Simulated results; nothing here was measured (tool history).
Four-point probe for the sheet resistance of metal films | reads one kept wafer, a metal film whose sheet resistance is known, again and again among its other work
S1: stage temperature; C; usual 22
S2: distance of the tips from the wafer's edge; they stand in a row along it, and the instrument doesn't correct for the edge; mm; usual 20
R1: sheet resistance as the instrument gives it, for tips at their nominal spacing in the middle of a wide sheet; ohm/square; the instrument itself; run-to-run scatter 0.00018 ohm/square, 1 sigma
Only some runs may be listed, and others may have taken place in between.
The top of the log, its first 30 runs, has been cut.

Run 31, hour 2340.4: usual settings but S1 24 C, S2 12 mm. Result: R1 0.939197 ohm/square.
Run 32, hour 2403.3: usual settings but S1 23 C, S2 3 mm. Result: R1 1.015716 ohm/square.
Run 33, hour 2482.3: usual settings but S1 23 C, S2 3 mm. Result: R1 1.016245 ohm/square.
Run 34, hour 2574.7: usual settings but S1 23 C, S2 3 mm. Result: R1 1.016584 ohm/square.
Run 35, hour 2641.4: usual settings but S1 23 C, S2 3 mm. Result: R1 1.016884 ohm/square.
Run 36, hour 2704.0: usual settings but S1 23 C, S2 3 mm. Result: R1 1.017506 ohm/square.
Run 37, hour 2803.7: usual settings but S1 32 C, S2 5 mm. Result: R1 0.963338 ohm/square.
Run 38, hour 2850.9: usual settings but S1 20 C, S2 39 mm. Result: R1 0.938096 ohm/square.
Run 39, hour 2952.8: usual settings but S1 21 C, S2 32 mm. Result: R1 0.938073 ohm/square.
Run 40, hour 3021.8: usual settings but S1 23 C, S2 39 mm. Result: R1 0.937633 ohm/square.
Run 41, hour 3107.2: usual settings but S1 33 C, S2 3 mm. Result: R1 1.014169 ohm/square.
Run 42, hour 3199.2: usual settings but S1 23 C, S2 4 mm. Result: R1 0.985436 ohm/square.
Run 43, hour 3297.2: usual settings but S2 6 mm. Result: R1 0.960311 ohm/square.
Run 44, hour 3341.6: usual settings but S1 18 C, S2 39 mm. Result: R1 0.940355 ohm/square.

Each row is a separate what-if for the run after 44, all from the same tool condition, not one after another. Results?
Run A, hour 3424.4: usual settings but S1 27 C, S2 64 mm. Result: R1 ?.
Run B, hour 3424.4: usual settings but S2 41 mm. Result: R1 ?.
Run C, hour 3424.4: usual settings but S1 30 C, S2 48 mm. Result: R1 ?.
Run D, hour 3424.4: usual settings but S1 24 C, S2 30 mm. Result: R1 ?.
Run E, hour 3424.4: usual settings but S2 43 mm. Result: R1 ?.

run        R1
  A  0.937231
  B  0.939410
  C  0.935989
  D  0.938806
  E  0.939305
With no hidden state in the tool, these same runs would have given:
run        R1
  A  0.920631
  B  0.922754
  C  0.919421
  D  0.922169
  E  0.922652
